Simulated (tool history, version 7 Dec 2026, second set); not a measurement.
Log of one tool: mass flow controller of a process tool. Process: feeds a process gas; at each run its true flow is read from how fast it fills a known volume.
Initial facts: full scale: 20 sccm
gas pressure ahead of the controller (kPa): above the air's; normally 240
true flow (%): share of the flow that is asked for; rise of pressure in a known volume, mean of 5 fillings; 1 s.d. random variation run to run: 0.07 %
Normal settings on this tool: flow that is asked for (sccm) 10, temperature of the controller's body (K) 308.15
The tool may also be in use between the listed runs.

run	hour	flow that is asked for (sccm)	gas pressure ahead of the controller (kPa)	temperature of the controller's body (K)	true flow (%)
1	0	10	240	308.15	97.82
2	51	10	240	308.15	97.9
3	91	10	240	308.15	97.74
4	138.3	10	240	309.15	97.72
5	199.4	10	240	309.15	97.61
6	249.4	10	240	309.15	97.51
7	292.2	10	240	309.15	97.22
8	349.1	10	275	308.15	97.44
9	394.6	10	240	308.15	97.29
10	448.9	10	240	308.15	97.02
11	510.8	10	240	308.15	97.17
12	592.1	10	240	308.15	97.04
13	657.6	10	240	308.15	96.89
14	725.2	10	240	308.15	96.9
15	787	5	240	308.15	96.32
16	828.9	2	240	308.15	96.1
17	875.7	2	240	308.15	95.85
18	931.7	2	240	308.15	95.91
19	972.4	10	240	299.15	97.66
20	1030.5	10	240	303.15	96.9
21	1064.9	10	240	303.15	96.99
22	1132.6	10	240	303.15	96.86
23	1205.7	10	240	303.15	96.72
24	1282.8	3	240	308.15	95.46
# hour 1313.3: gauge calibrated
25	1355.7	3	240	308.15	97.08
26	1397.4	10	144	298.15	98.89
27	1463.5	2	158	308.15	97.1
28	1531.4	2	158	308.15	96.97
29	1612.8	2	158	308.15	96.87
30	1666.8	10	259	302.15	97.92
31	1708	16	186	307.15	98.16
32	1789.7	14	173	312.15	97.29
33	1823.1	11	248	294.15	98.84
34	1883.6	11	209	294.15	98.65
35	1926.4	11	209	298.15	98.43
36	1997.5	11	209	298.15	98.03
37	2066.6	6	212	309.15	96.39
38	2121.1	6	212	309.15	96.3
39	2170.1	6	212	309.15	96.21
40	2226.2	17	212	299.15	98.25
41	2305.6	17	212	299.15	97.97
42	2369.3	10	275	296.15	97.63
43	2422.8	3	226	309.15	95.57
44	2488.8	10	256	295.15	97.51
45	2528.2	10	256	295.15	97.55

Alternative continuations, all from the tool just after run 45; predict every row:
# hour 2537.8: gauge calibrated
A	2599.7	3	237	308.15	?
# hour 2537.8: gauge calibrated
B	2599.7	10	256	302.15	?
# hour 2537.8: gauge calibrated
C	2599.7	10	192	299.15	?

run	true flow (%)
A	97.33
B	98.47
C	98.85
Take away the tool's hidden state, keep each run's random variation, and the runs would have read:
run	true flow (%)
A	97.39
B	98.55
C	98.93
